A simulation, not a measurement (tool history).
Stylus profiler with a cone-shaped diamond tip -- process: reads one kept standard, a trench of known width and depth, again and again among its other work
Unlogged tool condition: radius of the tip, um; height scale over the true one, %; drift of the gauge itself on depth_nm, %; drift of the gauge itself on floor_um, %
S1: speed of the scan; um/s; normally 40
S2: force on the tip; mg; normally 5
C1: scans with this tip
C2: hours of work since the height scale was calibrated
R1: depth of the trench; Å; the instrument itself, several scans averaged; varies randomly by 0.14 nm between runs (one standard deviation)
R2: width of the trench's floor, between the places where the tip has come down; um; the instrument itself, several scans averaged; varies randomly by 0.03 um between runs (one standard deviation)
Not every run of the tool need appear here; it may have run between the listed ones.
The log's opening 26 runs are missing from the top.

Run 27, hour 594.3: usual settings but S2 7.73 mg; C1 20490; C2 1528. Result: R1 5143.5 Å, R2 43.13 um.
Run 28, hour 610.6: usual settings but S1 142 um/s, S2 4.02 mg; C1 20623; C2 1538. Result: R1 5105.5 Å, R2 42.87 um.
Run 29, hour 636.8: usual settings but S1 142 um/s, S2 4.02 mg; C1 20835; C2 1554. Result: R1 5106 Å, R2 42.87 um.
Run 30, hour 650.5: usual settings but S1 27 um/s, S2 7.11 mg; C1 20946; C2 1562. Result: R1 5137.7 Å, R2 43.07 um.
At hour 667.6: new tip fitted, height scale calibrated.
Run 31, hour 681.4: usual settings but S1 20 um/s, S2 13.07 mg; C1 112; C2 8. Result: R1 5153.2 Å, R2 45.6 um.
Run 32, hour 697.7: usual settings but S1 23 um/s, S2 4.87 mg; C1 244; C2 18. Result: R1 5080 Å, R2 45.59 um.
Run 33, hour 716.6: usual settings but S1 16 um/s, S2 6.29 mg; C1 397; C2 30. Result: R1 5093 Å, R2 45.59 um.
Run 34, hour 739.2: usual settings but S1 56 um/s, S2 2.84 mg; C1 581; C2 43. Result: R1 5054.6 Å, R2 45.4 um.

Expected results for the next run?
Run 35, hour 757: usual settings but S1 56 um/s, S2 2.84 mg; C1 725; C2 54. Result: R1 ?, R2 ?.

Run 35 came out at R1 5056.1 Å, R2 45.37 um.
With no hidden state in the tool, this same run would have given R1 5055.4 Å, R2 45.49 um.
